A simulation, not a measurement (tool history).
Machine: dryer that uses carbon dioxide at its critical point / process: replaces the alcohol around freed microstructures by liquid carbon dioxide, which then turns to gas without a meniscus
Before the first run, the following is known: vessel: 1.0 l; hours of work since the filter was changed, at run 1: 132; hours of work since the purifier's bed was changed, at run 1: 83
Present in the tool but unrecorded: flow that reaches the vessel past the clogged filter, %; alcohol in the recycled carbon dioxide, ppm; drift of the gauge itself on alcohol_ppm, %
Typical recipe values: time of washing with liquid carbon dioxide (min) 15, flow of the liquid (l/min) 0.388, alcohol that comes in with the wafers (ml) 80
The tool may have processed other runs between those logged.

| run | day | time of washing with liquid carbon dioxide (min) | flow of the liquid (l/min) | alcohol that comes in with the wafers (ml) | hours of work since the filter was changed | hours of work since the purifier's bed was changed | alcohol left in the vessel before it's heated (ppm by volume) |
|---|---|---|---|---|---|---|---|
| 1 | 0.000 | 15 | 0.388 | 80 | 132 | 83 | 2107 |
| 2 | 2.400 | 15 | 0.388 | 80 | 161 | 113 | 2256 |
| 3 | 4.725 | 15 | 0.388 | 80 | 189 | 141 | 2472 |
|  | 5.250 | inlet filter changed |
| 4 | 6.762 | 15 | 0.388 | 66 | 18 | 165 | 1227 |
| 5 | 8.483 | 15 | 0.388 | 80 | 39 | 186 | 1567 |
| 6 | 10.538 | 15 | 0.388 | 80 | 64 | 211 | 1641 |
| 7 | 12.854 | 15 | 0.388 | 80 | 93 | 240 | 1808 |
| 8 | 14.104 | 15 | 0.388 | 36 | 108 | 255 | 853 |
| 9 | 15.304 | 15 | 0.388 | 43 | 122 | 269 | 1077 |
| 10 | 17.338 | 20 | 0.326 | 20 | 147 | 294 | 377 |
| 11 | 19.392 | 12 | 0.513 | 36 | 172 | 319 | 903 |
|  | 21.217 | inlet filter changed |
| 12 | 22.112 | 15 | 0.501 | 80 | 11 | 352 | 488 |
| 13 | 23.942 | 10 | 0.655 | 79 | 33 | 374 | 1011 |
| 14 | 25.883 | 10 | 0.655 | 79 | 57 | 398 | 1098 |

Here are 4 independent what-if runs from the current tool condition. What would each one return?
| A | 27.133 | 10 | 0.241 | 79 | 72 | 413 | ? |
| B | 27.133 | 16 | 0.655 | 79 | 72 | 413 | ? |
| C | 27.133 | 16 | 0.348 | 41 | 72 | 413 | ? |
| D | 27.133 | 24 | 0.241 | 36 | 72 | 413 | ? |

| run | alcohol left in the vessel before it's heated (ppm by volume) |
|---|---|
| A | 15570 |
| B | 140 |
| C | 1076 |
| D | 796 |
With no hidden state in the tool, these same runs would have given:
| run | alcohol left in the vessel before it's heated (ppm by volume) |
|---|---|
| A | 14027 |
| B | 54 |
| C | 809 |
| D | 581 |
